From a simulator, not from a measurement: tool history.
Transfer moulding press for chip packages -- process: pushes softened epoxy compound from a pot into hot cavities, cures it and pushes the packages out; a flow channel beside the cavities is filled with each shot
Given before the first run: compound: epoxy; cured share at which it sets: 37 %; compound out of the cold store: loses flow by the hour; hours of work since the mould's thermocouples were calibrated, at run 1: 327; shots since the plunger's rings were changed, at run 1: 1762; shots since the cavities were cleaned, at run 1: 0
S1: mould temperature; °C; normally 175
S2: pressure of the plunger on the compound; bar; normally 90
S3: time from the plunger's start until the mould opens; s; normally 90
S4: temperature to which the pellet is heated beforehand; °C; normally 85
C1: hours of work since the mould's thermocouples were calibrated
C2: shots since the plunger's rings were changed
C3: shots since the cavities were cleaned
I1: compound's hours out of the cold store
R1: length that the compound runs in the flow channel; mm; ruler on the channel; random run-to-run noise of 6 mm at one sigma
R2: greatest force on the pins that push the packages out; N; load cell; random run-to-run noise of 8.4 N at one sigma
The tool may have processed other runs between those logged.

| run | day | S1 | S2 | S3 | S4 | C1 | C2 | C3 | I1 | R1 | R2 |
|---|---|---|---|---|---|---|---|---|---|---|---|
| 1 | 0 | 175 | 90 | 90 | 85 | 327 | 1762 | 0 | 20.7 | 644 | 354 |
| 2 | 0.379 | 175 | 90 | 90 | 85 | 334 | 1880 | 118 | 34.9 | 581 | 430 |
| 3 | 0.683 | 175 | 90 | 90 | 89 | 339 | 1976 | 214 | 42.2 | 574 | 474 |
| 4 | 0.983 | 175 | 90 | 120 | 89 | 344 | 2069 | 307 | 42.1 | 564 | 387 |
|  | 1.408 | cavities cleaned with cleaning compound and waxed |
| 5 | 1.408 | 175 | 90 | 120 | 89 | 351 | 2182 | 0 | 25.5 | 605 | 268 |
| 6 | 1.883 | 175 | 90 | 120 | 89 | 359 | 2330 | 148 | 20.3 | 631 | 332 |
| 7 | 2.2 | 175 | 90 | 120 | 89 | 364 | 2430 | 248 | 36.8 | 568 | 383 |
| 8 | 2.5 | 175 | 90 | 75 | 89 | 370 | 2523 | 341 | 40.4 | 563 | 753 |
|  | 2.842 | cavities cleaned with cleaning compound and waxed |
| 9 | 2.933 | 175 | 90 | 75 | 89 | 376 | 2639 | 29 | 23.8 | 619 | 562 |
| 10 | 3.45 | 175 | 90 | 75 | 89 | 385 | 2801 | 191 | 44.2 | 551 | 632 |
| 11 | 3.9 | 176 | 90 | 90 | 85 | 393 | 2942 | 332 | 8.4 | 666 | 523 |
|  | 4.25 | cavities cleaned with cleaning compound and waxed |
| 12 | 4.354 | 176 | 90 | 90 | 85 | 400 | 3065 | 34 | 33.3 | 582 | 341 |
| 13 | 4.975 | 176 | 91.8 | 90 | 85 | 410 | 3259 | 228 | 10.3 | 662 | 470 |
| 14 | 5.267 | 176 | 91.8 | 90 | 85 | 415 | 3350 | 319 | 11.2 | 655 | 527 |
|  | 5.662 | cavities cleaned with cleaning compound and waxed |
| 15 | 5.871 | 175 | 90 | 90 | 85 | 425 | 3519 | 65 | 18.2 | 621 | 397 |
| 16 | 6.425 | 175 | 90 | 90 | 85 | 434 | 3692 | 238 | 33.9 | 566 | 477 |
|  | 6.571 | plunger's sealing rings changed |
| 17 | 6.875 | 175 | 90 | 90 | 84 | 440 | 95 | 347 | 32.5 | 615 | 517 |
|  | 7.183 | cavities cleaned with cleaning compound and waxed |
| 18 | 7.279 | 175 | 90 | 90 | 84 | 446 | 201 | 30 | 31.1 | 627 | 353 |
| 19 | 7.683 | 167 | 90 | 78 | 85 | 453 | 327 | 156 | 36.3 | 622 | 1023 |
| 20 | 8.267 | 178 | 68.6 | 74 | 91 | 463 | 510 | 339 | 20.4 | 557 | 676 |
|  | 8.596 | cavities cleaned with cleaning compound and waxed |
| 21 | 8.725 | 178 | 68.6 | 74 | 91 | 470 | 634 | 41 | 35.2 | 516 | 451 |
| 22 | 9.188 | 178 | 68.6 | 74 | 91 | 478 | 778 | 185 | 40.3 | 507 | 550 |
| 23 | 9.754 | 178 | 68.6 | 74 | 91 | 488 | 955 | 362 | 47.8 | 471 | 625 |
|  | 10.058 | cavities cleaned with cleaning compound and waxed |
| 24 | 10.162 | 183 | 93.9 | 100 | 93 | 494 | 1063 | 33 | 26.2 | 614 | 287 |
| 25 | 10.608 | 171 | 90 | 90 | 85 | 502 | 1203 | 173 | 29.4 | 630 | 597 |
| 26 | 11.246 | 171 | 78.6 | 100 | 76 | 513 | 1402 | 372 | 34.9 | 565 | 572 |
|  | 11.504 | cavities cleaned with cleaning compound and waxed |
| 27 | 11.938 | 171 | 78.6 | 100 | 76 | 524 | 1599 | 137 | 33.5 | 572 | 467 |
| 28 | 12.462 | 171 | 78.6 | 100 | 76 | 533 | 1762 | 300 | 45.4 | 536 | 526 |
|  | 12.912 | cavities cleaned with cleaning compound and waxed |
| 29 | 13.175 | 171 | 72.5 | 100 | 79 | 544 | 1966 | 82 | 27.4 | 568 | 418 |

Alternative continuations, all from the tool just after run 29; predict every row:
| A | 13.679 | 177 | 78.5 | 115 | 85 | 553 | 2123 | 239 | 31.6 | ? | ? |
| B | 13.679 | 171 | 104 | 90 | 85 | 553 | 2123 | 239 | 13.1 | ? | ? |
| C | 13.679 | 175 | 90 | 105 | 85 | 553 | 2123 | 239 | 9.7 | ? | ? |

| run | R1 | R2 |
|---|---|---|
| A | 557 | 383 |
| B | 723 | 672 |
| C | 669 | 402 |
With no hidden state in the tool, these same runs would have given:
| run | R1 | R2 |
|---|---|---|
| A | 581 | 269 |
| B | 755 | 497 |
| C | 698 | 287 |
